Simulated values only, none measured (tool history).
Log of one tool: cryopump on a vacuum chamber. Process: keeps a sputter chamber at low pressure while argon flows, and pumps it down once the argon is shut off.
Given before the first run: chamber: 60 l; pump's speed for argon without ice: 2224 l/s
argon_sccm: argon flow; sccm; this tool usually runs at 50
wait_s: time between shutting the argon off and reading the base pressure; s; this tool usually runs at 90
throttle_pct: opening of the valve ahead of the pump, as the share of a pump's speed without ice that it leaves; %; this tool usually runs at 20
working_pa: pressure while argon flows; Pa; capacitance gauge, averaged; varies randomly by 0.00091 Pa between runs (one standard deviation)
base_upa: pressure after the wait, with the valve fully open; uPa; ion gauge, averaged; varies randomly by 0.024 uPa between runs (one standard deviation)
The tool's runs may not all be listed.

run,day,argon_sccm,wait_s,throttle_pct,working_pa,base_upa
1,0.000,50,90,20,0.1962,2.34
2,0.829,59,90,20,0.2291,2.26
3,2.067,59,90,20,0.2305,2.32
4,3.079,59,90,20,0.2293,2.30
5,3.742,59,90,20,0.2308,2.38
6,4.692,36,90,20,0.1412,2.36
7,6.029,36,90,20,0.1417,2.43
8,7.079,38,90,20,0.1491,2.38
9,8.367,38,90,20,0.1491,2.44
10,9.275,31,90,20,0.1225,2.54
11,10.271,50,90,21,0.1855,2.53
12,11.038,25,24,41,0.0482,4.42
13,11.900,30,65,20,0.1160,2.80
14,12.933,30,42,20,0.1183,3.33
15,13.821,50,229,28,0.1424,2.12
16,14.975,50,90,33,0.1229,2.58
17,16.175,50,90,33,0.1220,2.57
18,16.958,47,90,25,0.1497,2.73
19,17.779,82,241,17,0.3794,2.21
20,19.083,82,241,17,0.3814,2.24
21,19.908,50,22,16,0.2465,4.82
22,20.833,90,90,22,0.3265,2.76

Below are 5 alternative next runs, each starting from the tool's condition after run 22. Predict each:
A,21.425,50,90,47,?,?
B,21.425,40,214,55,?,?
C,21.425,90,90,25,?,?
D,21.425,56,119,20,?,?
E,21.425,90,90,41,?,?

run,working_pa,base_upa
A,0.0891,2.70
B,0.0621,2.38
C,0.2899,2.69
D,0.2222,2.61
E,0.1812,2.82
Stripped of hidden state, with their random variation kept, the same runs would have yielded:
run,working_pa,base_upa
A,0.0811,0.80
B,0.0557,0.45
C,0.2754,0.81
D,0.2131,0.69
E,0.1667,0.87
